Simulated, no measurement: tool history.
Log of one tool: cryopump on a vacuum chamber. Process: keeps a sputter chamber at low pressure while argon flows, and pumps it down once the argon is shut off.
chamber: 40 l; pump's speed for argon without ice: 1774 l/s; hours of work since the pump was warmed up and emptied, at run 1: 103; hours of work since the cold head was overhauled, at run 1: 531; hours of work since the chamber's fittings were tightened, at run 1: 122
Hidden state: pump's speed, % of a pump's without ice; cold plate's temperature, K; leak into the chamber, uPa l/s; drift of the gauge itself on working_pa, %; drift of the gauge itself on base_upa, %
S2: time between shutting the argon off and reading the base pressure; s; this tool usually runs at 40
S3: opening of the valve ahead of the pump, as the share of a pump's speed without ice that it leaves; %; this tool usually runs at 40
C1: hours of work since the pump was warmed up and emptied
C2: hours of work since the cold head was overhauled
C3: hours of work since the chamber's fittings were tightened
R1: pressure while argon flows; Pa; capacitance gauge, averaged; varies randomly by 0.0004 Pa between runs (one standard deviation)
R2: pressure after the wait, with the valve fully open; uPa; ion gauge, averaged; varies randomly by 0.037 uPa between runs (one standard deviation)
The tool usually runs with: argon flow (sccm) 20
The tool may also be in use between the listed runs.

Run 1, hour 0: usual settings; C1 103; C2 531; C3 122. Result: R1 0.0491 Pa, R2 2.29 uPa.
Run 2, hour 9.3: usual settings; C1 110; C2 538; C3 129. Result: R1 0.0485 Pa, R2 2.2 uPa.
Run 3, hour 27.1: usual settings but argon flow (sccm) 11; C1 124; C2 552; C3 143. Result: R1 0.0265 Pa, R2 2.24 uPa.
Run 4, hour 36.9: usual settings; C1 131; C2 559; C3 151. Result: R1 0.0486 Pa, R2 2.13 uPa.
Run 5, hour 51.3: usual settings; C1 142; C2 570; C3 162. Result: R1 0.049 Pa, R2 2.17 uPa.
Run 6, hour 64.8: usual settings; C1 153; C2 581; C3 172. Result: R1 0.0489 Pa, R2 2.2 uPa.
Run 7, hour 73.5: usual settings; C1 159; C2 587; C3 178. Result: R1 0.0491 Pa, R2 2.17 uPa.
Run 8, hour 92.9: usual settings but S2 29 s; C1 174; C2 602; C3 193. Result: R1 0.0487 Pa, R2 2.94 uPa.
Run 9, hour 101.7: usual settings but S2 29 s; C1 181; C2 609; C3 200. Result: R1 0.0496 Pa, R2 2.99 uPa.
Run 10, hour 115.1: usual settings but S2 29 s; C1 191; C2 619; C3 210. Result: R1 0.0495 Pa, R2 2.94 uPa.
Run 11, hour 125.4: usual settings but argon flow (sccm) 14, S2 29 s; C1 199; C2 627; C3 218. Result: R1 0.0345 Pa, R2 3.02 uPa.
Run 12, hour 135.1: usual settings but argon flow (sccm) 14, S2 29 s; C1 206; C2 634; C3 226. Result: R1 0.0347 Pa, R2 3.01 uPa.
Run 13, hour 147.3: usual settings but argon flow (sccm) 14, S2 42 s; C1 216; C2 644; C3 235. Result: R1 0.034 Pa, R2 2.27 uPa.
Run 14, hour 157.9: usual settings but argon flow (sccm) 14, S2 42 s; C1 224; C2 652; C3 243. Result: R1 0.0344 Pa, R2 2.16 uPa.
Run 15, hour 176.4: usual settings but argon flow (sccm) 14, S2 42 s, S3 38 %; C1 238; C2 666; C3 257. Result: R1 0.0363 Pa, R2 2.24 uPa.
Run 16, hour 191.3: usual settings but argon flow (sccm) 11, S3 41 %; C1 249; C2 677; C3 269. Result: R1 0.0268 Pa, R2 2.34 uPa.
Run 17, hour 206.6: usual settings but argon flow (sccm) 18, S2 57 s, S3 15 %; C1 261; C2 689; C3 280. Result: R1 0.1162 Pa, R2 1.69 uPa.
Run 18, hour 219.5: usual settings but argon flow (sccm) 14, S2 54 s, S3 28 %; C1 271; C2 699; C3 290. Result: R1 0.049 Pa, R2 1.78 uPa.
Run 19, hour 236.7: usual settings but argon flow (sccm) 14, S3 28 %; C1 284; C2 712; C3 303. Result: R1 0.0493 Pa, R2 2.28 uPa.
Run 20, hour 245.6: usual settings but argon flow (sccm) 14, S3 28 %; C1 291; C2 719; C3 310. Result: R1 0.0487 Pa, R2 2.33 uPa.
Run 21, hour 259.6: usual settings but argon flow (sccm) 37, S2 43 s, S3 20 %; C1 301; C2 729; C3 321. Result: R1 0.1796 Pa, R2 2.24 uPa.
Run 22, hour 272.8: usual settings but argon flow (sccm) 37, S2 43 s, S3 20 %; C1 312; C2 740; C3 331. Result: R1 0.1793 Pa, R2 2.22 uPa.
Run 23, hour 283.4: usual settings but argon flow (sccm) 16, S2 38 s, S3 39 %; C1 320; C2 748; C3 339. Result: R1 0.0408 Pa, R2 2.51 uPa.
Run 24, hour 291.6: usual settings but argon flow (sccm) 23, S2 113 s, S3 39 %; C1 326; C2 754; C3 345. Result: R1 0.0591 Pa, R2 1.17 uPa.
Run 25, hour 303.6: usual settings but S2 65 s; C1 335; C2 763; C3 354. Result: R1 0.0502 Pa, R2 1.67 uPa.
Run 26, hour 323.3: usual settings but S2 65 s; C1 350; C2 778; C3 369. Result: R1 0.0504 Pa, R2 1.65 uPa.
Run 27, hour 334.4: usual settings but S2 65 s; C1 359; C2 787; C3 378. Result: R1 0.05 Pa, R2 1.66 uPa.
Run 28, hour 354.5: usual settings but argon flow (sccm) 12, S2 23 s, S3 43 %; C1 374; C2 802; C3 393. Result: R1 0.0283 Pa, R2 3.82 uPa.
Run 29, hour 371.8: usual settings but argon flow (sccm) 18, S2 209 s, S3 19 %; C1 387; C2 815; C3 407. Result: R1 0.0931 Pa, R2 0.89 uPa.
Run 30, hour 388.5: usual settings but argon flow (sccm) 18, S2 209 s, S3 19 %; C1 400; C2 828; C3 419. Result: R1 0.0934 Pa, R2 0.87 uPa.

Pick out some run-to-run changes in R1. Of each, how much would a tool without hidden state show as well, from the settings, what came in and chance, and how much is left for the hidden state and any gauge scatter not in both results compared?
Run 16 -> 17: argon flow (sccm) 11 -> 18, S2 40 -> 57, S3 41 -> 15. R1 +0.0894 Pa: hidden state +0.0007, all else +0.0887.
Run 20 -> 21: argon flow (sccm) 14 -> 37, S2 40 -> 43, S3 28 -> 20. R1 +0.1309 Pa: hidden state +0.0024, all else +0.1285.
Run 22 -> 23: argon flow (sccm) 37 -> 16, S2 43 -> 38, S3 20 -> 39. R1 -0.1385 Pa: hidden state -0.0022, all else -0.1363.
Run 23 -> 24: argon flow (sccm) 16 -> 23, S2 38 -> 113. R1 +0.0183 Pa: hidden state +0.0009, all else +0.0174.
